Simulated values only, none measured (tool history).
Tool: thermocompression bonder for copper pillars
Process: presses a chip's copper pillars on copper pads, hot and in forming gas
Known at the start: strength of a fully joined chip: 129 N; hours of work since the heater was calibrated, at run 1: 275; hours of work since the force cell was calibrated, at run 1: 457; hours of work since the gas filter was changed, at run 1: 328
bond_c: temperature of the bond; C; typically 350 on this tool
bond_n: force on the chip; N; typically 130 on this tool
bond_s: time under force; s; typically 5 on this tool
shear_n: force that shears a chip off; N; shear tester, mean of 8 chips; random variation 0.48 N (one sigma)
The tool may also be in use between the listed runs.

run	hour	bond_c	bond_n	bond_s	hours of work since the heater was calibrated	hours of work since the force cell was calibrated	hours of work since the gas filter was changed	shear_n
1	0	350	130	5	275	457	328	57.9
2	20.8	350	130	5	290	473	343	57.8
3	31.7	350	130	9	298	481	351	71.5
4	42.8	350	130	9	306	489	359	70.8
5	54.9	350	130	9	315	497	368	71.7
6	75.5	350	130	9	330	512	383	71.3
7	101.9	350	90	5	349	532	402	39.9
8	126	370	90	5	367	549	419	49.4
9	141.5	370	90	5	378	560	431	49.2
# hour 148.1: forming gas filter changed
10	162.5	370	90	5	393	575	11	48.5
11	184.3	350	130	6	409	591	26	62.8
12	199.5	350	130	5	420	602	37	58.5
13	219.8	350	130	5	435	617	52	58.3
14	244.4	350	130	5	453	635	70	58.4
15	269.2	342	96	8	471	653	88	47.3
16	286.2	350	119	5	483	665	101	53.4
17	311.8	350	191	11	502	684	119	100.4
18	326.1	364	173	5	512	694	130	85.2
19	348.5	368	130	5	528	711	146	68.8
20	366.4	362	167	6	541	724	159	84.4
21	380.4	362	167	6	551	734	169	86.1
22	392.1	362	167	6	560	742	178	85.7
# hour 395.5: force cell calibrated
23	417.4	362	167	6	577	16	195	85.5
24	431.8	341	101	9	588	26	205	51
25	456.6	373	78	3	606	44	223	34.6
26	480.2	324	175	13	623	62	241	80.5
27	505.4	342	162	5	641	80	259	65.7

Below are 5 alternative next runs, each starting from the tool's condition after run 27. Predict each:
A	520.2	353	130	5	652	91	270	?
B	520.2	359	82	15	652	91	270	?
C	520.2	338	87	8	652	91	270	?
D	520.2	340	144	5	652	91	270	?
E	520.2	338	131	5	652	91	270	?

run	shear_n
A	59
B	60.3
C	40.3
D	56.9
E	51.2
What these runs would have given with no unlogged condition in the tool:
run	shear_n
A	59
B	60.3
C	40.3
D	56.9
E	51.2
